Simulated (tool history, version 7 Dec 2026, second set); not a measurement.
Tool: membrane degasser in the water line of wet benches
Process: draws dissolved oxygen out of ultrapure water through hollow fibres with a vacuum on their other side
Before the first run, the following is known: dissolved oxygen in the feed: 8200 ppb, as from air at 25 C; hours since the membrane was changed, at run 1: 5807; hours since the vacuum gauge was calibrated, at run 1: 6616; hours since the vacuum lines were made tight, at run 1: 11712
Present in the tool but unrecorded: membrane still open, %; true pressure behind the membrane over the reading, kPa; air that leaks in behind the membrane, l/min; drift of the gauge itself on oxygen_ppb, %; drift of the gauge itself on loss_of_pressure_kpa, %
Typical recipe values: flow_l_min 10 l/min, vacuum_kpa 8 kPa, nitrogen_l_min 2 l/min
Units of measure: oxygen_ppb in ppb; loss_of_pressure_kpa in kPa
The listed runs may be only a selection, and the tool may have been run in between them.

| run | hour | flow_l_min | vacuum_kpa | nitrogen_l_min | hours since the membrane was changed | hours since the vacuum gauge was calibrated | hours since the vacuum lines were made tight | oxygen_ppb | loss_of_pressure_kpa |
|---|---|---|---|---|---|---|---|---|---|
| 1 | 0 | 10 | 8 | 2 | 5807 | 6616 | 11712 | 68.8 | 52.08 |
| 2 | 91.6 | 10 | 11.49 | 2 | 5899 | 6708 | 11804 | 112.3 | 51.85 |
| 3 | 228.5 | 9 | 8 | 2 | 6036 | 6845 | 11940 | 62.7 | 47.13 |
| 4 | 378.5 | 9 | 8 | 2 | 6186 | 6995 | 12090 | 62.6 | 46.75 |
| 5 | 464.2 | 9 | 8 | 1.63 | 6271 | 7080 | 12176 | 74.9 | 47.24 |
|  | 574 | seals of the vacuum lines changed |
| 6 | 597.1 | 10 | 8 | 2 | 6402 | 7211 | 23 | 66.7 | 51.97 |
| 7 | 732 | 10 | 8 | 2 | 6537 | 7346 | 158 | 66 | 52.11 |
| 8 | 795.2 | 10 | 8 | 2 | 6600 | 7409 | 221 | 67.1 | 52.34 |
| 9 | 911.4 | 10 | 8 | 2 | 6716 | 7526 | 337 | 65.9 | 53.04 |
| 10 | 1010.5 | 10 | 16.51 | 2 | 6816 | 7625 | 436 | 165.5 | 52.49 |
|  | 1017.1 | vacuum gauge calibrated |
| 11 | 1072.2 | 10 | 16.51 | 2 | 6877 | 55 | 498 | 171.4 | 52.49 |
| 12 | 1170.7 | 10 | 5.34 | 2 | 6975 | 154 | 596 | 33.6 | 52.6 |
| 13 | 1311.9 | 10 | 10.17 | 2 | 7116 | 295 | 737 | 92.3 | 52.53 |
| 14 | 1410.4 | 10 | 10.17 | 2 | 7215 | 393 | 836 | 93.7 | 52.49 |
| 15 | 1500.8 | 10 | 10.17 | 2 | 7305 | 484 | 926 | 90.8 | 52.47 |
|  | 1514.9 | vacuum gauge calibrated, once more |
| 16 | 1641.4 | 10 | 10.17 | 2 | 7445 | 127 | 1066 | 90.6 | 52.95 |
| 17 | 1710.1 | 10 | 7.3 | 1.1 | 7514 | 195 | 1135 | 93.5 | 52.97 |
| 18 | 1808.1 | 14 | 7.3 | 1.1 | 7612 | 293 | 1233 | 147 | 73.8 |
| 19 | 1896.1 | 10 | 7.37 | 0.88 | 7700 | 381 | 1321 | 115.6 | 53.23 |
| 20 | 2003.6 | 8 | 13.54 | 1.04 | 7808 | 489 | 1429 | 191.7 | 41.99 |
| 21 | 2086.9 | 12 | 5.75 | 1.29 | 7891 | 572 | 1512 | 71.5 | 63.55 |
| 22 | 2153.3 | 10 | 13.64 | 1.41 | 7957 | 638 | 1578 | 181.8 | 52.75 |
| 23 | 2259.6 | 8 | 17.46 | 2 | 8064 | 745 | 1685 | 141.5 | 42.09 |
| 24 | 2337 | 10 | 13.84 | 2 | 8141 | 822 | 1762 | 135.6 | 52.97 |
| 25 | 2463.7 | 16 | 6.81 | 1.69 | 8268 | 949 | 1889 | 129.5 | 84.58 |
| 26 | 2547.9 | 16 | 6.81 | 1.69 | 8352 | 1033 | 1973 | 129.7 | 84.35 |
| 27 | 2639.2 | 16 | 6.81 | 1.69 | 8443 | 1124 | 2064 | 129.6 | 85.21 |
| 28 | 2755.2 | 16 | 8.93 | 2.89 | 8559 | 1240 | 2180 | 127.3 | 84.73 |
| 29 | 2880.8 | 10 | 9.1 | 2 | 8685 | 1366 | 2306 | 78.2 | 52.8 |
| 30 | 2980.3 | 14 | 8.1 | 1.46 | 8784 | 1465 | 2405 | 141 | 74.2 |
| 31 | 3122.9 | 10 | 6.24 | 1.24 | 8927 | 1608 | 2548 | 65.4 | 53.39 |

What if the next run were any one of these 5? Each begins from the tool's condition after run 31:
| A | 3260.5 | 10 | 5.55 | 1.36 | 9064 | 1746 | 2685 | ? | ? |
| B | 3260.5 | 13 | 9.02 | 4.42 | 9064 | 1746 | 2685 | ? | ? |
| C | 3260.5 | 10 | 6.24 | 1.13 | 9064 | 1746 | 2685 | ? | ? |
| D | 3260.5 | 13 | 9.06 | 1.24 | 9064 | 1746 | 2685 | ? | ? |
| E | 3260.5 | 10 | 12.16 | 1.83 | 9064 | 1746 | 2685 | ? | ? |

| run | oxygen_ppb | loss_of_pressure_kpa |
|---|---|---|
| A | 48.3 | 53.57 |
| B | 64.5 | 69.28 |
| C | 72.5 | 53.06 |
| D | 163.3 | 69.12 |
| E | 124.3 | 52.84 |
Stripped of hidden state, with their random variation kept, the same runs would have yielded:
| run | oxygen_ppb | loss_of_pressure_kpa |
|---|---|---|
| A | 45.6 | 50.46 |
| B | 57.2 | 65.23 |
| C | 69.5 | 49.96 |
| D | 155.7 | 65.09 |
| E | 120.5 | 49.75 |
